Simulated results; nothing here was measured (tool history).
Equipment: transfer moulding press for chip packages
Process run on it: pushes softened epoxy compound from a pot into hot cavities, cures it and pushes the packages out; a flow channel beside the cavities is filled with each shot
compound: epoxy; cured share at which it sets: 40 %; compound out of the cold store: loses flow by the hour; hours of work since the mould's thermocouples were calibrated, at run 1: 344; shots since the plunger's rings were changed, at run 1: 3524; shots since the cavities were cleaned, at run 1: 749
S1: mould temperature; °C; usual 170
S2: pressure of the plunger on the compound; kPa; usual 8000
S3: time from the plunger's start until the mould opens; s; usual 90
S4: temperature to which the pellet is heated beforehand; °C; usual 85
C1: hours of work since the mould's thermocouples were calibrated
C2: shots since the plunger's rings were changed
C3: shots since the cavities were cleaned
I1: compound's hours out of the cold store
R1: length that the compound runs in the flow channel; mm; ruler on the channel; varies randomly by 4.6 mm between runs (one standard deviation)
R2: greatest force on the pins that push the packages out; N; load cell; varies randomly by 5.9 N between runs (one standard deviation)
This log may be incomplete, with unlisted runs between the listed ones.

{"run": 1, "hour": 0.0, "S1": 170, "S2": 8000, "S3": 90, "S4": 85, "C1": 344, "C2": 3524, "C3": 749, "I1": 43.0, "R1": 759, "R2": 362}
{"hour": 12.3, "done": "cavities cleaned with cleaning compound and waxed"}
{"run": 2, "hour": 16.8, "S1": 170, "S2": 8000, "S3": 121, "S4": 85, "C1": 350, "C2": 3640, "C3": 35, "I1": 8.5, "R1": 861, "R2": 176}
{"run": 3, "hour": 32.2, "S1": 170, "S2": 8000, "S3": 90, "S4": 85, "C1": 357, "C2": 3757, "C3": 152, "I1": 24.8, "R1": 811, "R2": 250}
{"run": 4, "hour": 46.8, "S1": 170, "S2": 8000, "S3": 90, "S4": 85, "C1": 363, "C2": 3868, "C3": 263, "I1": 28.9, "R1": 803, "R2": 275}
{"run": 5, "hour": 58.5, "S1": 170, "S2": 8000, "S3": 90, "S4": 85, "C1": 367, "C2": 3957, "C3": 352, "I1": 9.0, "R1": 854, "R2": 309}
{"run": 6, "hour": 77.8, "S1": 170, "S2": 8000, "S3": 90, "S4": 85, "C1": 375, "C2": 4104, "C3": 499, "I1": 26.1, "R1": 801, "R2": 336}
{"run": 7, "hour": 91.0, "S1": 170, "S2": 8000, "S3": 90, "S4": 85, "C1": 381, "C2": 4204, "C3": 599, "I1": 25.2, "R1": 811, "R2": 362}
{"run": 8, "hour": 113.9, "S1": 170, "S2": 8000, "S3": 90, "S4": 85, "C1": 390, "C2": 4377, "C3": 772, "I1": 11.8, "R1": 830, "R2": 402}
{"hour": 123.2, "done": "cavities cleaned with cleaning compound and waxed"}
{"run": 9, "hour": 136.0, "S1": 170, "S2": 8000, "S3": 90, "S4": 85, "C1": 398, "C2": 4534, "C3": 97, "I1": 14.9, "R1": 830, "R2": 248}
{"run": 10, "hour": 157.3, "S1": 170, "S2": 8000, "S3": 90, "S4": 85, "C1": 407, "C2": 4696, "C3": 259, "I1": 31.3, "R1": 781, "R2": 276}
{"run": 11, "hour": 168.6, "S1": 170, "S2": 8000, "S3": 90, "S4": 85, "C1": 412, "C2": 4782, "C3": 345, "I1": 20.3, "R1": 817, "R2": 310}
{"run": 12, "hour": 189.4, "S1": 170, "S2": 8000, "S3": 90, "S4": 78, "C1": 420, "C2": 4940, "C3": 503, "I1": 18.4, "R1": 815, "R2": 346}
{"run": 13, "hour": 202.9, "S1": 170, "S2": 8000, "S3": 90, "S4": 78, "C1": 426, "C2": 5042, "C3": 605, "I1": 16.0, "R1": 823, "R2": 370}
{"run": 14, "hour": 212.6, "S1": 170, "S2": 8000, "S3": 90, "S4": 78, "C1": 430, "C2": 5116, "C3": 679, "I1": 38.0, "R1": 763, "R2": 363}
{"run": 15, "hour": 228.5, "S1": 164, "S2": 8000, "S3": 90, "S4": 78, "C1": 436, "C2": 5237, "C3": 800, "I1": 41.8, "R1": 764, "R2": 555}
{"hour": 233.7, "done": "cavities cleaned with cleaning compound and waxed"}
{"run": 16, "hour": 245.0, "S1": 164, "S2": 8000, "S3": 90, "S4": 86, "C1": 442, "C2": 5351, "C3": 86, "I1": 22.5, "R1": 815, "R2": 335}
{"run": 17, "hour": 256.4, "S1": 165, "S2": 8000, "S3": 90, "S4": 93, "C1": 447, "C2": 5437, "C3": 172, "I1": 15.6, "R1": 826, "R2": 350}
{"run": 18, "hour": 277.7, "S1": 165, "S2": 8000, "S3": 72, "S4": 93, "C1": 456, "C2": 5599, "C3": 334, "I1": 16.1, "R1": 829, "R2": 743}
{"run": 19, "hour": 291.3, "S1": 165, "S2": 8000, "S3": 72, "S4": 93, "C1": 461, "C2": 5703, "C3": 438, "I1": 15.2, "R1": 831, "R2": 755}

Forecast run 20:
{"run": 20, "hour": 311.0, "S1": 170, "S2": 8000, "S3": 103, "S4": 85, "C1": 469, "C2": 5852, "C3": 587, "I1": 22.1, "R1": "?", "R2": "?"}

{"run 20": {"R1": 794, "R2": 305}}
Were there no unlogged condition in the tool, this run, its random variation unchanged, would have produced R1 861 mm, R2 180 N.
